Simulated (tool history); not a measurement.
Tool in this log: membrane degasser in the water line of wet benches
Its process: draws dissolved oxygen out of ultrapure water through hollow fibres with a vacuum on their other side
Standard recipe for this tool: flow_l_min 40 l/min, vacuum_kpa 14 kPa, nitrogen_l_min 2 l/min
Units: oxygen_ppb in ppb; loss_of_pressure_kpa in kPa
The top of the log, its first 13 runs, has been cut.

run 14 hour=2002.6 | flow_l_min=40 vacuum_kpa=14 nitrogen_l_min=1.08 | oxygen_ppb=888.9 loss_of_pressure_kpa=34.52
run 15 hour=2181 | flow_l_min=40 vacuum_kpa=14 nitrogen_l_min=1.08 | oxygen_ppb=893.8 loss_of_pressure_kpa=34.49
run 16 hour=2324.5 | flow_l_min=40 vacuum_kpa=14 nitrogen_l_min=1.08 | oxygen_ppb=891.9 loss_of_pressure_kpa=34.24
run 17 hour=2507.6 | flow_l_min=40 vacuum_kpa=14 nitrogen_l_min=1.08 | oxygen_ppb=895.2 loss_of_pressure_kpa=34.27
run 18 hour=2634.4 | flow_l_min=46 vacuum_kpa=27.5 nitrogen_l_min=2 | oxygen_ppb=1257.1 loss_of_pressure_kpa=39.39
run 19 hour=2801.2 | flow_l_min=40 vacuum_kpa=26.3 nitrogen_l_min=5.58 | oxygen_ppb=525.9 loss_of_pressure_kpa=34.22
-- hour=2816.6 vacuum gauge calibrated
run 20 hour=2921.8 | flow_l_min=40 vacuum_kpa=9.3 nitrogen_l_min=5.4 | oxygen_ppb=264 loss_of_pressure_kpa=34.69
run 21 hour=3112.4 | flow_l_min=48 vacuum_kpa=14.6 nitrogen_l_min=5.4 | oxygen_ppb=455.7 loss_of_pressure_kpa=41.12
run 22 hour=3289.1 | flow_l_min=40 vacuum_kpa=15.3 nitrogen_l_min=2 | oxygen_ppb=655.3 loss_of_pressure_kpa=34.64
run 23 hour=3446.4 | flow_l_min=38 vacuum_kpa=14 nitrogen_l_min=5.76 | oxygen_ppb=308.1 loss_of_pressure_kpa=32.7

Run 24 comes next. What will it give?
run 24 hour=3630.2 | flow_l_min=32 vacuum_kpa=31.4 nitrogen_l_min=2.6 | oxygen_ppb=? loss_of_pressure_kpa=?

Logged for run 24: oxygen_ppb 832.8 ppb, loss_of_pressure_kpa 27.32 kPa.
On a tool with no hidden condition, and with the same random variation, this run would have come out at oxygen_ppb 817.1 ppb, loss_of_pressure_kpa 26.58 kPa.

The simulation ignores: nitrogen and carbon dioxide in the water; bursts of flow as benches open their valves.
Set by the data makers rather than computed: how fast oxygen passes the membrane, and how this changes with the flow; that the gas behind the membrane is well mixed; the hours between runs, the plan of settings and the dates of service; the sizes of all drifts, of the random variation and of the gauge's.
